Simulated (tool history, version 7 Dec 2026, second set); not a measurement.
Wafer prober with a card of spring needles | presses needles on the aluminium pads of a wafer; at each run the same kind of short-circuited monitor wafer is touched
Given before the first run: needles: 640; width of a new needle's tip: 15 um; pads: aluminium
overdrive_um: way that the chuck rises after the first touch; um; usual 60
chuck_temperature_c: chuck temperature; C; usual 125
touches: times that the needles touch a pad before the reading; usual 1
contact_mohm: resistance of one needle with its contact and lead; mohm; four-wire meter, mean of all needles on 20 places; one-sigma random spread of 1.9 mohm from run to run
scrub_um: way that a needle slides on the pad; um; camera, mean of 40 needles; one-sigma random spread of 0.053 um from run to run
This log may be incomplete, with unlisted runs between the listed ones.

| run | hour | overdrive_um | chuck_temperature_c | touches | contact_mohm | scrub_um |
|---|---|---|---|---|---|---|
| 1 | 0.0 | 60 | 125 | 1 | 200 | 11.80 |
| 2 | 25.5 | 46 | 125 | 1 | 206 | 9.15 |
| 3 | 66.0 | 58 | 125 | 1 | 202 | 11.44 |
| 4 | 102.0 | 58 | 125 | 1 | 205 | 11.38 |
| 5 | 137.3 | 58 | 125 | 1 | 202 | 11.47 |
| 6 | 156.7 | 58 | 125 | 1 | 201 | 11.42 |
| 7 | 189.0 | 58 | 125 | 1 | 203 | 11.44 |
| 8 | 216.7 | 58 | 125 | 1 | 201 | 11.44 |
| 9 | 263.1 | 58 | 125 | 1 | 200 | 11.47 |
| 10 | 287.4 | 58 | 125 | 1 | 203 | 11.37 |
| 11 | 311.4 | 58 | 125 | 1 | 202 | 11.44 |
| 12 | 332.3 | 58 | 125 | 1 | 204 | 11.39 |
| 13 | 354.4 | 58 | 125 | 1 | 204 | 11.40 |
| 14 | 383.5 | 58 | 125 | 1 | 203 | 11.42 |
| 15 | 413.4 | 58 | 125 | 1 | 202 | 11.41 |
| 16 | 442.2 | 79 | 52 | 2 | 182 | 15.51 |
| 17 | 487.3 | 79 | 99 | 2 | 191 | 15.56 |
| 18 | 530.8 | 46 | 125 | 1 | 206 | 9.12 |
| 19 | 553.6 | 66 | 42 | 2 | 181 | 12.92 |
| 20 | 587.5 | 66 | 125 | 1 | 197 | 13.09 |
| 21 | 622.3 | 62 | 69 | 2 | 189 | 12.22 |
| 22 | 667.1 | 62 | 36 | 2 | 178 | 12.27 |
| 23 | 704.9 | 62 | 36 | 2 | 185 | 12.14 |
| 24 | 736.5 | 60 | 125 | 2 | 201 | 11.89 |
| 25 | 769.6 | 60 | 125 | 2 | 196 | 11.79 |
| 26 | 796.2 | 43 | 58 | 2 | 189 | 8.46 |
| 27 | 839.7 | 43 | 58 | 2 | 195 | 8.48 |
| 28 | 863.5 | 43 | 36 | 2 | 187 | 8.41 |

Between the runs listed above, the log contained 71 entries, not reproduced here. Where in the sequence does each belong, and how does what the log doesn't record of the tool's condition differ from the listed run before to the listed run after?
Logged between run 1 and run 2: tips cleaned on abrasive film (hour 11.0); tips cleaned on abrasive film (hour 22.0)
  debris on the tips, nm: 0.2 -> 0.3; way that the needles fall short of the set height, um: 0.01 -> 0.02
Logged between run 2 and run 3: tips cleaned on abrasive film (hour 33.7); tips cleaned on abrasive film (hour 46.9); tips cleaned on abrasive film (hour 59.9)
  debris on the tips, nm: 0.3 -> 0.5; tips' diameter, um: 15.05 -> 15.06
Logged between run 3 and run 4: tips cleaned on abrasive film (hour 71.3); tips cleaned on abrasive film (hour 84.5); tips cleaned on abrasive film (hour 98.3)
  debris on the tips, nm: 0.5 -> 0.3
Logged between run 4 and run 5: tips cleaned on abrasive film (hour 109.4); tips cleaned on abrasive film (hour 121.9); tips cleaned on abrasive film (hour 135.6)
  debris on the tips, nm: 0.3 -> 0.2; way that the needles fall short of the set height, um: 0.02 -> 0.03
Logged between run 5 and run 6: tips cleaned on abrasive film (hour 147.6)
  debris on the tips, nm: 0.2 -> 0.5
Logged between run 6 and run 7: tips cleaned on abrasive film (hour 159.2); tips cleaned on abrasive film (hour 172.3); tips cleaned on abrasive film (hour 185.9)
  debris on the tips, nm: 0.5 -> 0.3
Logged between run 7 and run 8: tips cleaned on abrasive film (hour 199.5); tips cleaned on abrasive film (hour 212.4)
  way that the needles fall short of the set height, um: 0.03 -> 0.04
Logged between run 8 and run 9: tips cleaned on abrasive film (hour 224.2); tips cleaned on abrasive film (hour 237.8); tips cleaned on abrasive film (hour 250.5); tips cleaned on abrasive film (hour 263.1)
  debris on the tips, nm: 0.3 -> 0
Logged between run 9 and run 10: tips cleaned on abrasive film (hour 276.0); tips cleaned on abrasive film (hour 287.4)
  debris on the tips, nm: 0 -> 0.1
Logged between run 10 and run 11: tips cleaned on abrasive film (hour 298.4); height of the first contact set anew (hour 306.7); tips cleaned on abrasive film (hour 311.4)
  debris on the tips, nm: 0.1 -> 0; way that the needles fall short of the set height, um: 0.04 -> 0
Logged between run 11 and run 12: tips cleaned on abrasive film (hour 324.8)
  debris on the tips, nm: 0 -> 0.5; tips' diameter, um: 15.06 -> 15.07
Logged between run 12 and run 13: tips cleaned on abrasive film (hour 337.8); tips cleaned on abrasive film (hour 350.8)
  debris on the tips, nm: 0.5 -> 0.3; way that the needles fall short of the set height, um: 0 -> 0.01
Logged between run 13 and run 14: tips cleaned on abrasive film (hour 362.2); tips cleaned on abrasive film (hour 375.8)
  debris on the tips, nm: 0.3 -> 0.5
Logged between run 14 and run 15: tips cleaned on abrasive film (hour 389.1); tips cleaned on abrasive film (hour 402.1); tips cleaned on abrasive film (hour 413.4)
  debris on the tips, nm: 0.5 -> 0.1
Logged between run 15 and run 16: tips cleaned on abrasive film (hour 426.4); tips cleaned on abrasive film (hour 437.4)
  debris on the tips, nm: 0.1 -> 0.4
Logged between run 16 and run 17: tips cleaned on abrasive film (hour 450.5); tips cleaned on abrasive film (hour 463.9); tips cleaned on abrasive film (hour 475.9); tips cleaned on abrasive film (hour 486.9)
  debris on the tips, nm: 0.4 -> 0.1; way that the needles fall short of the set height, um: 0.01 -> 0.02
Logged between run 17 and run 18: tips cleaned on abrasive film (hour 498.0); tips cleaned on abrasive film (hour 509.6); tips cleaned on abrasive film (hour 522.5)
  debris on the tips, nm: 0.1 -> 0.6
Logged between run 18 and run 19: tips cleaned on abrasive film (hour 535.9); tips cleaned on abrasive film (hour 549.6)
  debris on the tips, nm: 0.6 -> 0.4; way that the needles fall short of the set height, um: 0.02 -> 0.03
Logged between run 19 and run 20: tips cleaned on abrasive film (hour 561.3); tips cleaned on abrasive film (hour 574.4); tips cleaned on abrasive film (hour 587.5)
  debris on the tips, nm: 0.4 -> 0.1
Logged between run 20 and run 21: tips cleaned on abrasive film (hour 600.2); tips cleaned on abrasive film (hour 613.4)
  debris on the tips, nm: 0.1 -> 0.6; tips' diameter, um: 15.07 -> 15.08
Logged between run 21 and run 22: tips cleaned on abrasive film (hour 627.0); tips cleaned on abrasive film (hour 640.4); tips cleaned on abrasive film (hour 652.7); tips cleaned on abrasive film (hour 665.8)
  debris on the tips, nm: 0.6 -> 0.1; way that the needles fall short of the set height, um: 0.03 -> 0.04
Logged between run 22 and run 23: tips cleaned on abrasive film (hour 677.9); tips cleaned on abrasive film (hour 691.0); tips cleaned on abrasive film (hour 703.7)
  debris on the tips, nm: 0.1 -> 0.2
Logged between run 23 and run 24: tips cleaned on abrasive film (hour 715.3); tips cleaned on abrasive film (hour 726.4)
  debris on the tips, nm: 0.2 -> 0.6
Logged between run 24 and run 25: tips cleaned on abrasive film (hour 739.1); tips cleaned on abrasive film (hour 751.9); height of the first contact set anew (hour 760.2); tips cleaned on abrasive film (hour 765.6)
  debris on the tips, nm: 0.6 -> 0.4; way that the needles fall short of the set height, um: 0.04 -> 0
Logged between run 25 and run 26: tips cleaned on abrasive film (hour 777.5); tips cleaned on abrasive film (hour 790.1)
  debris on the tips, nm: 0.4 -> 0.5
Logged between run 26 and run 27: tips cleaned on abrasive film (hour 801.8); tips cleaned on abrasive film (hour 815.4); tips cleaned on abrasive film (hour 826.4); tips cleaned on abrasive film (hour 839.0)
  debris on the tips, nm: 0.5 -> 0.1; way that the needles fall short of the set height, um: 0 -> 0.01
Logged between run 27 and run 28: tips cleaned on abrasive film (hour 850.1); tips cleaned on abrasive film (hour 862.7)
  both runs share identical hidden conditions
